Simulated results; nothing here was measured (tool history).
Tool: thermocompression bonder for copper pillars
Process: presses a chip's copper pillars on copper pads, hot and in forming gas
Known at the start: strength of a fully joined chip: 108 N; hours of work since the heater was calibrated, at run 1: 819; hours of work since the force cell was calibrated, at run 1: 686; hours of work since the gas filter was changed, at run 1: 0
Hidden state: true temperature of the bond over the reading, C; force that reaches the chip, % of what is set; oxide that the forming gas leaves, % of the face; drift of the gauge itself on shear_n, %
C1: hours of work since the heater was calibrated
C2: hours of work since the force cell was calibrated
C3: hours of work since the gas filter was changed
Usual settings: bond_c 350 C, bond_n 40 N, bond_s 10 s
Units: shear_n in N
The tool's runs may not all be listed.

Run 1, hour 0: usual settings; C1 819; C2 686; C3 0. Result: shear_n 40.4 N.
Run 2, hour 31.4: usual settings but bond_s 15 s; C1 840; C2 707; C3 21. Result: shear_n 47.9 N.
Run 3, hour 74.8: usual settings but bond_n 27 N, bond_s 15 s; C1 870; C2 737; C3 51. Result: shear_n 40 N.
Run 4, hour 107.3: usual settings but bond_n 27 N, bond_s 15 s; C1 892; C2 759; C3 73. Result: shear_n 39.3 N.
Run 5, hour 140.7: usual settings but bond_n 27 N, bond_s 15 s; C1 914; C2 781; C3 95. Result: shear_n 40.2 N.
Run 6, hour 172.1: usual settings; C1 936; C2 803; C3 116. Result: shear_n 39.4 N.
Run 7, hour 211.1: usual settings; C1 962; C2 829; C3 143. Result: shear_n 39.6 N.
Run 8, hour 234.3: usual settings but bond_n 46 N; C1 978; C2 845; C3 158. Result: shear_n 42.1 N.
Run 9, hour 253.5: usual settings but bond_c 360 C; C1 991; C2 858; C3 171. Result: shear_n 44.3 N.
Run 10, hour 271.9: usual settings but bond_c 360 C; C1 1003; C2 870; C3 184. Result: shear_n 43.4 N.
Run 11, hour 302.4: usual settings but bond_c 360 C; C1 1024; C2 891; C3 204. Result: shear_n 43 N.
Run 12, hour 341.2: usual settings but bond_c 360 C; C1 1050; C2 917; C3 231. Result: shear_n 44.1 N.
At hour 358.8: forming gas filter changed.
Run 13, hour 370.3: usual settings; C1 1069; C2 936; C3 8. Result: shear_n 40.8 N.
Run 14, hour 412.5: usual settings; C1 1098; C2 965; C3 36. Result: shear_n 39.1 N.
Run 15, hour 431: usual settings but bond_c 343 C; C1 1110; C2 977; C3 49. Result: shear_n 36.7 N.
Run 16, hour 462.9: usual settings but bond_c 343 C; C1 1132; C2 999; C3 70. Result: shear_n 36.4 N.
Run 17, hour 488.5: usual settings but bond_c 343 C; C1 1149; C2 1016; C3 88. Result: shear_n 35.7 N.
Run 18, hour 510.1: usual settings but bond_c 343 C; C1 1164; C2 1031; C3 102. Result: shear_n 35.9 N.
Run 19, hour 542.5: usual settings but bond_n 31 N; C1 1186; C2 1053; C3 124. Result: shear_n 33.9 N.
Run 20, hour 570.2: usual settings but bond_n 31 N; C1 1204; C2 1071; C3 143. Result: shear_n 35.7 N.
Run 21, hour 590.9: usual settings but bond_c 339 C; C1 1218; C2 1086; C3 157. Result: shear_n 33.1 N.
Run 22, hour 613.9: usual settings but bond_c 335 C, bond_n 37 N, bond_s 7 s; C1 1234; C2 1101; C3 173. Result: shear_n 25.7 N.
Run 23, hour 652.9: usual settings but bond_c 377 C, bond_n 47 N; C1 1260; C2 1127; C3 199. Result: shear_n 55.5 N.
Run 24, hour 682.6: usual settings but bond_n 56 N, bond_s 28 s; C1 1280; C2 1148; C3 219. Result: shear_n 62.1 N.
Run 25, hour 706.9: usual settings but bond_c 320 C, bond_n 45 N, bond_s 16 s; C1 1297; C2 1164; C3 235. Result: shear_n 31 N.
At hour 715.8: forming gas filter changed.
Run 26, hour 729.6: usual settings but bond_c 320 C, bond_n 27 N, bond_s 12 s; C1 1312; C2 1179; C3 9. Result: shear_n 23.5 N.
Run 27, hour 761.1: usual settings but bond_c 369 C, bond_n 59 N; C1 1333; C2 1200; C3 31. Result: shear_n 59.2 N.
Run 28, hour 802.4: usual settings but bond_c 369 C, bond_n 59 N, bond_s 26 s; C1 1361; C2 1228; C3 59. Result: shear_n 74.6 N.
Run 29, hour 829.6: usual settings but bond_c 355 C, bond_n 25 N, bond_s 26 s; C1 1379; C2 1247; C3 77. Result: shear_n 48.5 N.
Run 30, hour 870: usual settings but bond_c 326 C, bond_n 34 N, bond_s 12 s; C1 1407; C2 1274; C3 104. Result: shear_n 26.8 N.
Run 31, hour 891.8: usual settings but bond_c 331 C, bond_n 25 N, bond_s 24 s; C1 1422; C2 1289; C3 119. Result: shear_n 33.9 N.
Run 32, hour 934.3: usual settings but bond_s 6 s; C1 1450; C2 1317; C3 148. Result: shear_n 31.1 N.
Run 33, hour 973.3: usual settings but bond_s 6 s; C1 1477; C2 1344; C3 174. Result: shear_n 30.2 N.
Run 34, hour 1011.5: usual settings but bond_c 330 C, bond_n 24 N, bond_s 24 s; C1 1503; C2 1370; C3 200. Result: shear_n 31.5 N.
Run 35, hour 1033.2: usual settings but bond_c 330 C, bond_n 24 N, bond_s 24 s; C1 1517; C2 1384; C3 215. Result: shear_n 30.2 N.
Run 36, hour 1054.1: usual settings but bond_c 330 C, bond_n 24 N, bond_s 24 s; C1 1531; C2 1398; C3 229. Result: shear_n 31.1 N.
At hour 1072.8: forming gas filter changed.
At hour 1077.7: heater calibrated with a thermocouple chip.
Run 37, hour 1087.7: usual settings but bond_c 363 C, bond_s 13 s; C1 7; C2 1419; C3 9. Result: shear_n 57 N.
Run 38, hour 1122.4: usual settings but bond_c 321 C, bond_s 9 s; C1 30; C2 1443; C3 32. Result: shear_n 28.4 N.
Run 39, hour 1143.1: usual settings but bond_n 26 N, bond_s 5 s; C1 44; C2 1457; C3 46. Result: shear_n 25.5 N.
Run 40, hour 1178.9: usual settings but bond_n 35 N, bond_s 6 s; C1 68; C2 1481; C3 70. Result: shear_n 32.7 N.

4 ways to go on from here, each from the tool as it stands after run 40. What would each give?
Run A, hour 1209: usual settings but bond_s 7 s; C1 89; C2 1501; C3 91. Result: shear_n ?.
Run B, hour 1209: usual settings but bond_c 323 C, bond_n 44 N, bond_s 7 s; C1 89; C2 1501; C3 91. Result: shear_n ?.
Run C, hour 1209: usual settings but bond_n 49 N, bond_s 6 s; C1 89; C2 1501; C3 91. Result: shear_n ?.
Run D, hour 1209: usual settings but bond_c 346 C, bond_n 28 N; C1 89; C2 1501; C3 91. Result: shear_n ?.

run  shear_n
  A     36.7
  B     26.7
  C     38.2
  D     33.5
Without the tool's hidden state the same runs would have given:
run  shear_n
  A     38.8
  B     28.3
  C     40.4
  D     35.4
